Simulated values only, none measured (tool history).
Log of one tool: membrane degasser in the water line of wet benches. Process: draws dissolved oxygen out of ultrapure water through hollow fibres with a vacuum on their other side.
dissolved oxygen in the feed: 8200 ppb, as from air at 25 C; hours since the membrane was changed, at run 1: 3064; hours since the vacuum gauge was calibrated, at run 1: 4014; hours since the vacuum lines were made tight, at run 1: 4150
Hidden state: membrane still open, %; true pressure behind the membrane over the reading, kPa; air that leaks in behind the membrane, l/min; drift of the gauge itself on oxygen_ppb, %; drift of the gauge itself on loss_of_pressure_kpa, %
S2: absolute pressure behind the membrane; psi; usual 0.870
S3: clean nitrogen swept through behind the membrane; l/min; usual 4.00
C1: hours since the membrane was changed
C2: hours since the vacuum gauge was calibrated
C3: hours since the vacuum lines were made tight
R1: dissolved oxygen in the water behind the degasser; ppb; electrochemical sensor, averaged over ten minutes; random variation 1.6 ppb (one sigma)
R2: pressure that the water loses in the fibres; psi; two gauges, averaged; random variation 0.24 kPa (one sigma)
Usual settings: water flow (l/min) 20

{"run": 1, "hour": 0.0, "water flow (l/min)": 20, "S2": 0.87, "S3": 4.0, "C1": 3064, "C2": 4014, "C3": 4150, "R1": 160.2, "R2": 9.123}
{"run": 2, "hour": 86.5, "water flow (l/min)": 20, "S2": 0.87, "S3": 4.0, "C1": 3150, "C2": 4100, "C3": 4236, "R1": 163.2, "R2": 9.155}
{"run": 3, "hour": 149.9, "water flow (l/min)": 20, "S2": 0.87, "S3": 4.0, "C1": 3214, "C2": 4164, "C3": 4299, "R1": 162.7, "R2": 9.11}
{"run": 4, "hour": 212.8, "water flow (l/min)": 20, "S2": 0.87, "S3": 4.0, "C1": 3277, "C2": 4227, "C3": 4362, "R1": 165.7, "R2": 9.113}
{"run": 5, "hour": 271.5, "water flow (l/min)": 20, "S2": 0.87, "S3": 4.0, "C1": 3335, "C2": 4285, "C3": 4421, "R1": 162.9, "R2": 9.097}
{"run": 6, "hour": 359.1, "water flow (l/min)": 20, "S2": 0.87, "S3": 8.82, "C1": 3423, "C2": 4373, "C3": 4509, "R1": 144.9, "R2": 9.166}
{"run": 7, "hour": 407.4, "water flow (l/min)": 18, "S2": 0.87, "S3": 4.0, "C1": 3471, "C2": 4421, "C3": 4557, "R1": 130.2, "R2": 8.225}
{"run": 8, "hour": 504.9, "water flow (l/min)": 18, "S2": 0.87, "S3": 4.0, "C1": 3569, "C2": 4519, "C3": 4654, "R1": 134.2, "R2": 8.219}
{"run": 9, "hour": 592.6, "water flow (l/min)": 18, "S2": 0.87, "S3": 4.0, "C1": 3656, "C2": 4606, "C3": 4742, "R1": 131.0, "R2": 8.227}
{"run": 10, "hour": 663.5, "water flow (l/min)": 18, "S2": 0.87, "S3": 4.0, "C1": 3727, "C2": 4677, "C3": 4813, "R1": 133.0, "R2": 8.227}
{"hour": 670.5, "done": "vacuum gauge calibrated"}
{"run": 11, "hour": 708.6, "water flow (l/min)": 31, "S2": 0.87, "S3": 4.0, "C1": 3772, "C2": 38, "C3": 4858, "R1": 368.8, "R2": 14.099}
{"run": 12, "hour": 767.9, "water flow (l/min)": 31, "S2": 0.87, "S3": 4.0, "C1": 3831, "C2": 97, "C3": 4917, "R1": 368.5, "R2": 14.16}
{"run": 13, "hour": 836.6, "water flow (l/min)": 31, "S2": 0.87, "S3": 4.0, "C1": 3900, "C2": 166, "C3": 4986, "R1": 367.7, "R2": 14.156}
{"run": 14, "hour": 930.8, "water flow (l/min)": 20, "S2": 0.566, "S3": 4.0, "C1": 3994, "C2": 260, "C3": 5080, "R1": 139.4, "R2": 9.111}
{"run": 15, "hour": 983.6, "water flow (l/min)": 13, "S2": 2.07, "S3": 2.8, "C1": 4047, "C2": 313, "C3": 5133, "R1": 166.3, "R2": 5.96}
{"run": 16, "hour": 1072.7, "water flow (l/min)": 13, "S2": 2.07, "S3": 2.8, "C1": 4136, "C2": 402, "C3": 5222, "R1": 170.6, "R2": 5.958}
{"run": 17, "hour": 1140.8, "water flow (l/min)": 29, "S2": 1.009, "S3": 4.59, "C1": 4204, "C2": 470, "C3": 5290, "R1": 335.0, "R2": 13.317}
{"run": 18, "hour": 1213.2, "water flow (l/min)": 20, "S2": 0.87, "S3": 11.38, "C1": 4277, "C2": 543, "C3": 5362, "R1": 142.2, "R2": 9.139}
{"run": 19, "hour": 1303.9, "water flow (l/min)": 20, "S2": 1.623, "S3": 3.81, "C1": 4367, "C2": 633, "C3": 5453, "R1": 227.9, "R2": 9.149}
{"run": 20, "hour": 1397.1, "water flow (l/min)": 28, "S2": 1.623, "S3": 3.14, "C1": 4460, "C2": 727, "C3": 5546, "R1": 414.9, "R2": 12.847}
{"run": 21, "hour": 1461.7, "water flow (l/min)": 20, "S2": 1.397, "S3": 4.0, "C1": 4525, "C2": 791, "C3": 5611, "R1": 204.7, "R2": 9.132}
{"run": 22, "hour": 1539.0, "water flow (l/min)": 32, "S2": 0.944, "S3": 11.57, "C1": 4602, "C2": 868, "C3": 5688, "R1": 349.8, "R2": 14.691}
{"run": 23, "hour": 1585.4, "water flow (l/min)": 32, "S2": 0.944, "S3": 11.57, "C1": 4649, "C2": 915, "C3": 5734, "R1": 358.4, "R2": 14.646}
{"run": 24, "hour": 1648.8, "water flow (l/min)": 31, "S2": 0.944, "S3": 11.57, "C1": 4712, "C2": 978, "C3": 5798, "R1": 338.4, "R2": 14.218}

Measured less the same run without the tool's hidden state. The same run-to-run variation is in both; the gauge's scatter may not be:
run=1 R1=+7.1 R2=+0.102
run=2 R1=+7.5 R2=+0.106
run=3 R1=+7.6 R2=+0.106
run=4 R1=+7.9 R2=+0.109
run=5 R1=+7.8 R2=+0.110
run=6 R1=+7.3 R2=+0.113
run=7 R1=+6.8 R2=+0.103
run=8 R1=+7.2 R2=+0.106
run=9 R1=+7.2 R2=+0.109
run=10 R1=+7.4 R2=+0.112
run=11 R1=+14.6 R2=+0.193
run=12 R1=+14.7 R2=+0.196
run=13 R1=+15.0 R2=+0.200
run=14 R1=+8.0 R2=+0.132
run=15 R1=+6.0 R2=+0.087
run=16 R1=+6.4 R2=+0.088
run=17 R1=+14.9 R2=+0.202
run=18 R1=+8.4 R2=+0.141
run=19 R1=+9.9 R2=+0.144
run=20 R1=+15.6 R2=+0.206
run=21 R1=+9.9 R2=+0.148
run=22 R1=+17.5 R2=+0.244
run=23 R1=+18.2 R2=+0.245
run=24 R1=+17.7 R2=+0.242

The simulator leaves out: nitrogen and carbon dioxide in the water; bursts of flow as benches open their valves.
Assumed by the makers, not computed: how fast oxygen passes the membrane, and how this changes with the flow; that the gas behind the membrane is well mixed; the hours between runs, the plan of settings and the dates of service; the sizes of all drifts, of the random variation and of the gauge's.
